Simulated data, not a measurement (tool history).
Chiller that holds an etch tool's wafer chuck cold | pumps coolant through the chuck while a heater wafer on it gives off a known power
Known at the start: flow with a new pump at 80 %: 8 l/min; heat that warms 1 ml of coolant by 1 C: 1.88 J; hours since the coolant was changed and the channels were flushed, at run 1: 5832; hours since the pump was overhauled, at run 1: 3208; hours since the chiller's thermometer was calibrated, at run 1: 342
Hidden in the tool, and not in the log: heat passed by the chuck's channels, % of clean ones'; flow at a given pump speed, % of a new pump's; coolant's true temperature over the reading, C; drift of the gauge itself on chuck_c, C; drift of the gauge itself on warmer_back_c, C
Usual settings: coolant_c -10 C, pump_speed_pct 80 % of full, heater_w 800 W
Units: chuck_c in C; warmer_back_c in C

run	day	coolant_c	pump_speed_pct	heater_w	hours since the coolant was changed and the channels were flushed	hours since the pump was overhauled	hours since the chiller's thermometer was calibrated	chuck_c	warmer_back_c
1	0.000	-10	80	800	5832	3208	342	-2.1	3.31
# day 3.146: coolant changed, channels flushed
2	5.700	-10	82	800	61	3339	473	-2.8	3.25
3	8.679	-10	82	800	133	3410	544	-2.7	3.25
4	13.362	-10	82	800	245	3523	656	-2.5	3.25
5	18.650	-7	82	800	372	3650	783	0.3	3.23
6	21.371	-7	82	800	437	3715	849	0.2	3.27
7	24.383	-7	82	800	510	3787	921	0.2	3.25
8	28.800	-10	91	800	616	3893	1027	-3.0	2.93
9	33.529	-10	91	800	729	4007	1141	-3.1	2.92
10	38.767	-10	91	800	855	4132	1266	-3.0	2.92
11	41.100	-10	91	800	911	4188	1322	-2.9	2.95
12	45.308	-10	80	536	1012	4289	1423	-4.9	2.27
13	49.329	-10	80	536	1108	4386	1520	-4.8	2.30
14	54.417	-10	80	536	1230	4508	1642	-4.8	2.25
15	59.079	-5	80	536	1342	4620	1754	0.2	2.21
16	62.825	-5	80	536	1432	4710	1844	0.2	2.25
17	67.150	-19	84	780	1536	4814	1947	-11.8	3.12
18	70.292	-19	84	780	1611	4889	2023	-11.7	3.18
19	75.054	-5	63	800	1726	5003	2137	3.9	4.26
20	79.888	-13	80	800	1842	5119	2253	-5.3	3.36
21	83.296	-17	91	400	1924	5201	2335	-13.3	1.46
22	88.271	-4	80	800	2043	5320	2454	3.9	3.42
23	92.733	-4	80	800	2150	5428	2561	3.9	3.38
24	98.179	-18	80	789	2281	5558	2692	-10.2	3.37
25	101.200	-1	80	800	2353	5631	2765	6.8	3.42
26	105.592	-3	66	1188	2459	5736	2870	10.3	6.21
27	109.583	-2	66	1188	2554	5832	2966	11.2	6.22
28	112.175	-19	85	902	2617	5894	3028	-10.5	3.68
29	116.150	-19	85	902	2712	5990	3123	-10.3	3.65
30	119.271	-19	65	1056	2787	6065	3198	-7.2	5.61

Run 31 comes next. What will it give?
31	123.767	-8	65	800	2895	6172	3306	?	?

{"run 31": {"chuck_c": 1.3, "warmer_back_c": 4.25}}
Without the tool's hidden state the same run would have given chuck_c 0.4 C, warmer_back_c 3.95 C.
